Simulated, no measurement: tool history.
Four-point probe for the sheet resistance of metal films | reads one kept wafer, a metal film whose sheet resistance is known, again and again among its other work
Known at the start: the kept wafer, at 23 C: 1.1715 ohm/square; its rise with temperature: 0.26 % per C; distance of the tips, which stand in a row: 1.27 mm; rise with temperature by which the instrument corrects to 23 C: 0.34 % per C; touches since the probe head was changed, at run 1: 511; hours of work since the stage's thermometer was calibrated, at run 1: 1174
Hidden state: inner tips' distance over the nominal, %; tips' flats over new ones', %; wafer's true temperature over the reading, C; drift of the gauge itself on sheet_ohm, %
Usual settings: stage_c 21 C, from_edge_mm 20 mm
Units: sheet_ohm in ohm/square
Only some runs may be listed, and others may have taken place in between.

run,hour,stage_c,from_edge_mm,touches since the probe head was changed,hours of work since the stage's thermometer was calibrated,sheet_ohm
1,0.0,21,20,511,1174,1.177070
2,13.8,21,20,1198,1185,1.176721
3,34.0,21,20,2201,1201,1.176411
4,53.3,21,61,3158,1216,1.174487
5,72.9,21,61,4133,1231,1.174941
6,94.7,21,20,5217,1249,1.176712
7,113.8,27,20,6168,1264,1.170887
8,138.7,27,20,7404,1283,1.170884
9,153.0,27,20,8113,1295,1.170667
10,169.6,27,20,8938,1308,1.170798
11,192.9,27,20,10098,1326,1.171239
12,203.8,29,20,10638,1335,1.168435
13,219.8,20,20,11432,1347,1.178499
14,239.9,20,20,12434,1363,1.178244
15,252.6,21,3,13064,1373,1.277743
16,271.9,29,20,14022,1389,1.169156
17,292.4,29,20,15044,1405,1.169014
18,308.4,21,39,15838,1417,1.175790
19,320.7,24,20,16450,1427,1.174402
20,335.8,24,20,17200,1439,1.174601
21,356.7,33,24,18237,1456,1.165056
22,377.8,22,3,19286,1472,1.275961
# hour 393.7: stage's thermometer calibrated
23,398.5,33,18,20292,4,1.167225
24,421.1,33,18,21412,22,1.166960
25,437.8,33,18,22242,35,1.166725
26,461.5,31,13,23418,54,1.172083
27,485.7,31,6,24621,73,1.193710
28,498.0,33,4,25233,82,1.223692
29,512.8,27,30,25971,94,1.171583
30,534.6,27,30,27054,111,1.171205
31,555.9,22,40,28113,128,1.176157
32,570.3,26,8,28829,140,1.186503
33,588.8,28,9,29749,154,1.181797
34,607.2,19,9,30662,169,1.191287
35,627.3,21,13,31661,185,1.182533
36,643.4,21,5,32461,197,1.216114
37,654.1,26,73,32994,206,1.172202

Each run again, without the hidden state but with its own random variation kept:
run,sheet_ohm
1,1.176565
2,1.176178
3,1.175807
4,1.173821
5,1.174209
6,1.175915
7,1.170022
8,1.169951
9,1.169694
10,1.169778
11,1.170152
12,1.167318
13,1.177340
14,1.177024
15,1.276398
16,1.167837
17,1.167636
18,1.174378
19,1.172948
20,1.173103
21,1.163495
22,1.274233
23,1.164751
24,1.164412
25,1.164126
26,1.169400
27,1.190904
28,1.220780
29,1.168741
30,1.168300
31,1.173181
32,1.183459
33,1.178711
34,1.188128
35,1.179335
36,1.212787
37,1.168947

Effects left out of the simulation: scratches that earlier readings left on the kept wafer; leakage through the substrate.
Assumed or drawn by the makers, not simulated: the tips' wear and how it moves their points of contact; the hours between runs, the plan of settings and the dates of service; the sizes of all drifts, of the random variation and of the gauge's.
